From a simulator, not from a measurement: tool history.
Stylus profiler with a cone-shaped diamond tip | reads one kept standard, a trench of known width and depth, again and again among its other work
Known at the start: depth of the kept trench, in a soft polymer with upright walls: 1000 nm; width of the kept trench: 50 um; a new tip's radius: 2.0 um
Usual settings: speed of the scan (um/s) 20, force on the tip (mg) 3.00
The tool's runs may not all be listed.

| run | hour | speed of the scan (um/s) | force on the tip (mg) | depth of the trench (nm) | width of the trench's floor (um) |
|---|---|---|---|---|---|
| 1 | 0.0 | 20 | 3.00 | 1018.36 | 46.46 |
| 2 | 80.8 | 20 | 3.00 | 1018.71 | 46.44 |
| 3 | 125.8 | 20 | 3.00 | 1018.55 | 46.45 |
| 4 | 216.7 | 20 | 5.54 | 1027.93 | 46.45 |
| 5 | 314.1 | 5 | 3.00 | 1019.18 | 46.49 |
| 6 | 388.3 | 20 | 3.00 | 1018.33 | 46.49 |
| 7 | 445.9 | 20 | 3.00 | 1018.97 | 46.45 |
|  | 486.7 | height scale calibrated on a step standard |
| 8 | 511.2 | 20 | 3.00 | 1018.54 | 46.48 |
| 9 | 592.0 | 20 | 2.28 | 1015.36 | 46.42 |
| 10 | 673.2 | 20 | 2.84 | 1018.23 | 46.45 |
| 11 | 716.5 | 20 | 2.84 | 1017.99 | 46.47 |
| 12 | 802.5 | 20 | 1.14 | 1010.12 | 46.40 |
| 13 | 893.1 | 20 | 1.14 | 1009.51 | 46.39 |
| 14 | 945.3 | 20 | 1.14 | 1009.56 | 46.38 |
| 15 | 1022.8 | 20 | 1.14 | 1010.10 | 46.39 |
| 16 | 1116.1 | 75 | 3.00 | 1018.15 | 46.15 |
| 17 | 1196.8 | 75 | 3.00 | 1018.54 | 46.25 |
| 18 | 1270.1 | 20 | 4.77 | 1025.72 | 46.44 |
| 19 | 1364.1 | 14 | 4.77 | 1025.09 | 46.47 |
| 20 | 1415.4 | 14 | 4.77 | 1025.61 | 46.47 |
| 21 | 1484.6 | 67 | 2.44 | 1016.34 | 46.19 |
| 22 | 1580.6 | 67 | 2.44 | 1016.47 | 46.13 |
| 23 | 1629.8 | 67 | 2.44 | 1016.08 | 46.23 |
| 24 | 1686.4 | 17 | 2.47 | 1016.12 | 46.44 |
| 25 | 1776.7 | 24 | 4.50 | 1024.86 | 46.46 |
| 26 | 1840.2 | 8 | 2.16 | 1015.17 | 46.51 |
| 27 | 1932.8 | 6 | 3.35 | 1019.65 | 46.51 |
| 28 | 2000.1 | 8 | 2.51 | 1016.48 | 46.48 |
| 29 | 2051.4 | 45 | 1.34 | 1010.81 | 46.20 |
| 30 | 2114.8 | 19 | 2.80 | 1017.97 | 46.43 |
| 31 | 2165.1 | 50 | 4.33 | 1023.78 | 46.34 |
| 32 | 2206.8 | 9 | 4.58 | 1025.10 | 46.49 |
| 33 | 2247.0 | 6 | 3.48 | 1020.79 | 46.45 |
| 34 | 2310.7 | 9 | 4.09 | 1022.89 | 46.51 |
| 35 | 2382.0 | 20 | 1.73 | 1012.87 | 46.44 |
| 36 | 2477.7 | 23 | 3.00 | 1018.61 | 46.51 |
| 37 | 2530.6 | 23 | 3.00 | 1019.13 | 46.41 |
| 38 | 2609.7 | 19 | 1.03 | 1009.26 | 46.34 |
| 39 | 2672.8 | 19 | 1.03 | 1009.32 | 46.42 |
| 40 | 2750.7 | 55 | 3.91 | 1022.40 | 46.36 |

4 ways to go on from here, each from the tool as it stands after run 40. What would each give?
| A | 2841.4 | 73 | 2.77 | ? | ? |
| B | 2841.4 | 52 | 1.16 | ? | ? |
| C | 2841.4 | 55 | 5.33 | ? | ? |
| D | 2841.4 | 62 | 2.28 | ? | ? |

| run | depth of the trench (nm) | width of the trench's floor (um) |
|---|---|---|
| A | 1017.46 | 46.20 |
| B | 1010.05 | 46.16 |
| C | 1027.24 | 46.32 |
| D | 1015.42 | 46.22 |
Without the tool's hidden state the same runs would have given:
| run | depth of the trench (nm) | width of the trench's floor (um) |
|---|---|---|
| A | 1017.38 | 46.21 |
| B | 1009.97 | 46.18 |
| C | 1027.17 | 46.34 |
| D | 1015.35 | 46.24 |
